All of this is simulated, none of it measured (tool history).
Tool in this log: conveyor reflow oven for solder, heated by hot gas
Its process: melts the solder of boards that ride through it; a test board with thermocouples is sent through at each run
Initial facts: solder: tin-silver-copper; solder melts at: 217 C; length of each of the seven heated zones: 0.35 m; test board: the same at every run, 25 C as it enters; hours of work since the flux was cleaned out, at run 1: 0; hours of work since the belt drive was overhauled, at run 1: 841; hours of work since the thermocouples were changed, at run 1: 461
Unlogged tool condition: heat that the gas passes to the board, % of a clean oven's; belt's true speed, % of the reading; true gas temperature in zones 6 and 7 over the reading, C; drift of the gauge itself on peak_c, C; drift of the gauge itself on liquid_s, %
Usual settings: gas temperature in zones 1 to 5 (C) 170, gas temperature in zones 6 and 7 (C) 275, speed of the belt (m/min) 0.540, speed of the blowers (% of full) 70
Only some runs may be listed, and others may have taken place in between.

run	day	gas temperature in zones 1 to 5 (C)	gas temperature in zones 6 and 7 (C)	speed of the belt (m/min)	speed of the blowers (% of full)	hours of work since the flux was cleaned out	hours of work since the belt drive was overhauled	hours of work since the thermocouples were changed	highest temperature of the board (C)	time above the solder's melting point (s)
1	0.000	170	275	0.540	70	0	841	461	258.1	61.2
2	1.346	170	275	0.540	70	19	860	479	258.4	61.3
3	2.146	170	275	0.540	70	30	871	491	258.1	61.1
4	3.683	170	275	0.540	70	52	892	512	258.3	60.8
5	4.854	170	275	0.540	70	68	909	529	258.3	60.7
6	6.388	170	275	0.540	70	89	930	550	258.5	61.1
# day 6.683: belt drive overhauled, speed set with a stopwatch
7	7.658	170	275	0.540	70	105	14	566	258.2	61.7
8	8.850	170	275	0.540	70	122	30	582	258.6	61.1
9	9.729	170	275	0.540	70	134	43	595	257.7	61.2
10	11.212	170	275	0.540	70	155	63	615	257.9	61.5
# day 12.342: belt drive overhauled, speed set with a stopwatch, once more
11	12.600	174	284	0.456	59	172	4	632	268.1	80.5
12	13.533	174	284	0.556	52	185	17	646	257.5	58.0
13	14.471	163	284	0.556	56	198	30	659	256.1	53.7
14	15.804	163	284	0.556	56	217	49	677	256.3	54.4
15	16.604	180	282	0.446	75	228	60	689	272.3	87.0
16	18.217	180	282	0.446	75	251	82	711	272.5	86.9
17	19.683	180	282	0.436	72	271	103	732	272.0	88.9
18	21.050	180	275	0.474	72	290	122	751	263.4	76.7

Here are 5 independent what-if runs from the current tool condition. What would each one return?
A	22.692	156	275	0.547	75	313	145	774	?	?
B	22.692	180	284	0.474	72	313	145	774	?	?
C	22.692	180	275	0.491	60	313	145	774	?	?
D	22.692	170	275	0.455	81	313	145	774	?	?
E	22.692	170	275	0.540	57	313	145	774	?	?

run	highest temperature of the board (C)	time above the solder's melting point (s)
A	255.6	53.9
B	270.8	81.2
C	259.6	70.8
D	264.8	78.0
E	252.2	55.0
What these runs would have given with no unlogged condition in the tool:
run	highest temperature of the board (C)	time above the solder's melting point (s)
A	256.5	54.9
B	271.1	81.4
C	259.8	71.2
D	265.0	78.5
E	252.7	55.8
